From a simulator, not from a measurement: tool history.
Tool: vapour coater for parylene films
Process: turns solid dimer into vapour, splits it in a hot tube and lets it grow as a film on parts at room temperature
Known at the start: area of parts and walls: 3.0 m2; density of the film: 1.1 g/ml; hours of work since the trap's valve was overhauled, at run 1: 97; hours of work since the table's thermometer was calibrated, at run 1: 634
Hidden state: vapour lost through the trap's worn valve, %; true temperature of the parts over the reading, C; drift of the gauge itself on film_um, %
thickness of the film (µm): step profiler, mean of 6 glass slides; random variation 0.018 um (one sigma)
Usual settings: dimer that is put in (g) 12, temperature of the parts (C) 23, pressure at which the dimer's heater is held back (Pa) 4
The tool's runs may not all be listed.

| run | hour | dimer that is put in (g) | temperature of the parts (C) | pressure at which the dimer's heater is held back (Pa) | hours of work since the trap's valve was overhauled | hours of work since the table's thermometer was calibrated | thickness of the film (µm) |
|---|---|---|---|---|---|---|---|
| 1 | 0 | 12 | 23 | 4 | 97 | 634 | 2.34 |
| 2 | 23.3 | 12 | 23 | 4 | 114 | 651 | 2.32 |
| 3 | 45.1 | 12 | 23 | 4 | 130 | 667 | 2.3 |
| 4 | 66.3 | 12 | 23 | 4 | 146 | 683 | 2.31 |
| 5 | 92 | 12 | 23 | 4 | 164 | 702 | 2.29 |
| 6 | 119.4 | 12 | 23 | 4 | 185 | 722 | 2.29 |
| 7 | 142.7 | 12 | 23 | 4 | 202 | 739 | 2.3 |
| 8 | 170.3 | 8 | 23 | 4 | 222 | 759 | 1.54 |
| 9 | 198.1 | 8 | 23 | 4 | 242 | 780 | 1.52 |
| 10 | 222.9 | 8 | 23 | 4 | 261 | 798 | 1.54 |
| 11 | 248.4 | 8 | 23 | 4 | 279 | 817 | 1.51 |
| 12 | 269.6 | 8 | 23 | 4 | 295 | 832 | 1.52 |
| 13 | 291.4 | 6 | 27 | 2.61 | 311 | 848 | 1.1 |
| 14 | 315.7 | 9 | 27 | 7.22 | 329 | 866 | 1.34 |
| 15 | 344.2 | 9 | 27 | 7.22 | 350 | 887 | 1.34 |
| 16 | 373.2 | 5 | 28 | 7.22 | 371 | 908 | 0.73 |
| 17 | 392.4 | 12 | 23 | 11.43 | 385 | 922 | 1.8 |
| 18 | 418.9 | 6 | 16 | 4 | 405 | 942 | 1.34 |
| 19 | 432 | 6 | 35 | 4 | 414 | 951 | 0.82 |
| 20 | 460.4 | 20 | 26 | 2.62 | 435 | 972 | 3.66 |
| 21 | 484.9 | 20 | 26 | 2.62 | 453 | 990 | 3.66 |
| 22 | 507.5 | 9 | 26 | 8.11 | 470 | 1007 | 1.32 |
| 23 | 531.7 | 12 | 29 | 3.5 | 487 | 1025 | 1.93 |

3 ways to go on from here, each from the tool as it stands after run 23. What would each give?
| A | 546.7 | 12 | 32 | 2.37 | 498 | 1036 | ? |
| B | 546.7 | 14 | 25 | 4.02 | 498 | 1036 | ? |
| C | 546.7 | 6 | 20 | 4 | 498 | 1036 | ? |

| run | thickness of the film (µm) |
|---|---|
| A | 1.92 |
| B | 2.37 |
| C | 1.18 |
Without the tool's hidden state the same runs would have given:
| run | thickness of the film (µm) |
|---|---|
| A | 2.07 |
| B | 2.56 |
| C | 1.28 |

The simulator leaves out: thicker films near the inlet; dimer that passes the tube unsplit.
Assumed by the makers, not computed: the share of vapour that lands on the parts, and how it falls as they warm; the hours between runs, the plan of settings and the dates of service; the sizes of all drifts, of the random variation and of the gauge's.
